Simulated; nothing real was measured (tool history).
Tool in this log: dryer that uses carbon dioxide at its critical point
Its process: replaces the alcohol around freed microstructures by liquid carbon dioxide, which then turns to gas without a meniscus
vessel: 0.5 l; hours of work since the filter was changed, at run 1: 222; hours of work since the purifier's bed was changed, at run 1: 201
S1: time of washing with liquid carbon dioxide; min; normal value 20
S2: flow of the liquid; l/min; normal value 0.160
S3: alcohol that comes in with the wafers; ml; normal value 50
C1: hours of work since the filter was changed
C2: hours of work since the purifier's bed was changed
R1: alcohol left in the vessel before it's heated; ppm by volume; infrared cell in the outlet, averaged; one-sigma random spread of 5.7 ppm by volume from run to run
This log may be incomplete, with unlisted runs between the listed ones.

| run | day | S1 | S2 | S3 | C1 | C2 | R1 |
|---|---|---|---|---|---|---|---|
| 1 | 0.000 | 20 | 0.160 | 50 | 222 | 201 | 301 |
| 2 | 0.592 | 20 | 0.160 | 61 | 228 | 208 | 346 |
| 3 | 0.942 | 20 | 0.216 | 50 | 232 | 211 | 92 |
| 4 | 1.546 | 20 | 0.163 | 50 | 239 | 218 | 276 |
| 5 | 1.921 | 20 | 0.163 | 50 | 243 | 222 | 275 |
| 6 | 2.567 | 20 | 0.106 | 50 | 250 | 229 | 1871 |
| 7 | 2.983 | 20 | 0.106 | 50 | 254 | 234 | 1867 |
| 8 | 3.658 | 25 | 0.210 | 56 | 261 | 241 | 79 |
| 9 | 4.267 | 15 | 0.160 | 50 | 268 | 247 | 1184 |
| 10 | 4.650 | 13 | 0.169 | 32 | 272 | 252 | 1092 |

Predict each of these 5 candidate next runs independently; none follows another, all start after run 10:
| A | 5.346 | 28 | 0.145 | 32 | 280 | 259 | ? |
| B | 5.346 | 20 | 0.125 | 116 | 280 | 259 | ? |
| C | 5.346 | 17 | 0.160 | 28 | 280 | 259 | ? |
| D | 5.346 | 21 | 0.234 | 32 | 280 | 259 | ? |
| E | 5.346 | 22 | 0.153 | 92 | 280 | 259 | ? |

| run | R1 |
|---|---|
| A | 114 |
| B | 2226 |
| C | 422 |
| D | 89 |
| E | 414 |
Had the tool no hidden state, the same runs would have come out as:
| run | R1 |
|---|---|
| A | 25 |
| B | 1659 |
| C | 261 |
| D | 8 |
| E | 241 |

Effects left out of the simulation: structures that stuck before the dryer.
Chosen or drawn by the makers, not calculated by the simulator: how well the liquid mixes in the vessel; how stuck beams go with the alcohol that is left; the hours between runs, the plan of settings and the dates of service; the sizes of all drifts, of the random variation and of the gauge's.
